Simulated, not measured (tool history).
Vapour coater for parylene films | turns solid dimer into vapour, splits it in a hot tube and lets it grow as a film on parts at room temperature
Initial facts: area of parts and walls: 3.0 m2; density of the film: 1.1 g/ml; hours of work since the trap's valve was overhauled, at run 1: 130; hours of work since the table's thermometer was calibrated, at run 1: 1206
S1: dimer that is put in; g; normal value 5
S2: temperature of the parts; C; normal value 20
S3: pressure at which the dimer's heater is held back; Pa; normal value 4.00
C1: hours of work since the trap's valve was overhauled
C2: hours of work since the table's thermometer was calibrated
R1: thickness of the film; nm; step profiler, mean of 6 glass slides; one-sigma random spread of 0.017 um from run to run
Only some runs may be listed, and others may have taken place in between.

| run | hour | S1 | S2 | S3 | C1 | C2 | R1 |
|---|---|---|---|---|---|---|---|
| 1 | 0.0 | 5 | 20 | 4.00 | 130 | 1206 | 1110 |
| 2 | 40.4 | 3 | 20 | 4.00 | 160 | 1236 | 670 |
| 3 | 64.4 | 3 | 20 | 4.00 | 177 | 1254 | 700 |
| 4 | 93.2 | 3 | 20 | 3.56 | 199 | 1275 | 670 |
| 5 | 135.5 | 5 | 20 | 4.00 | 230 | 1306 | 1060 |
| 6 | 156.2 | 5 | 20 | 4.00 | 245 | 1322 | 1060 |
| 7 | 195.7 | 3 | 20 | 4.00 | 274 | 1351 | 650 |
| 8 | 225.9 | 3 | 20 | 4.00 | 297 | 1373 | 650 |
| 9 | 260.9 | 5 | 20 | 4.00 | 322 | 1399 | 1070 |
| 10 | 288.7 | 5 | 20 | 4.00 | 343 | 1420 | 1030 |
| 11 | 331.8 | 5 | 20 | 4.00 | 375 | 1451 | 1030 |
| 12 | 376.7 | 5 | 20 | 2.52 | 408 | 1485 | 1130 |
|  | 381.1 | table's thermometer calibrated |
| 13 | 418.0 | 7 | 13 | 4.00 | 438 | 27 | 1850 |
| 14 | 445.6 | 7 | 13 | 4.00 | 458 | 48 | 1870 |
| 15 | 470.5 | 3 | 30 | 4.47 | 476 | 66 | 360 |
| 16 | 515.1 | 3 | 30 | 4.47 | 509 | 99 | 370 |
| 17 | 537.6 | 3 | 31 | 4.47 | 526 | 116 | 350 |
| 18 | 585.6 | 8 | 20 | 4.00 | 561 | 151 | 1510 |
| 19 | 607.7 | 7 | 16 | 2.34 | 578 | 167 | 1770 |
| 20 | 636.3 | 7 | 16 | 2.34 | 599 | 188 | 1770 |
|  | 641.3 | table's thermometer calibrated, once more |
| 21 | 678.7 | 7 | 20 | 3.21 | 629 | 28 | 1490 |
|  | 696.0 | trap's valve overhauled |
| 22 | 702.9 | 8 | 20 | 3.18 | 5 | 43 | 1980 |

Here are 5 independent what-if runs from the current tool condition. What would each one return?
| A | 727.3 | 8 | 20 | 10.22 | 23 | 61 | ? |
| B | 727.3 | 4 | 19 | 4.00 | 23 | 61 | ? |
| C | 727.3 | 3 | 16 | 3.18 | 23 | 61 | ? |
| D | 727.3 | 2 | 19 | 2.48 | 23 | 61 | ? |
| E | 727.3 | 6 | 27 | 4.03 | 23 | 61 | ? |

| run | R1 |
|---|---|
| A | 1620 |
| B | 1010 |
| C | 920 |
| D | 570 |
| E | 1060 |
Without the tool's unlogged condition, the same runs would have read:
| run | R1 |
|---|---|
| A | 1630 |
| B | 1010 |
| C | 930 |
| D | 570 |
| E | 1070 |

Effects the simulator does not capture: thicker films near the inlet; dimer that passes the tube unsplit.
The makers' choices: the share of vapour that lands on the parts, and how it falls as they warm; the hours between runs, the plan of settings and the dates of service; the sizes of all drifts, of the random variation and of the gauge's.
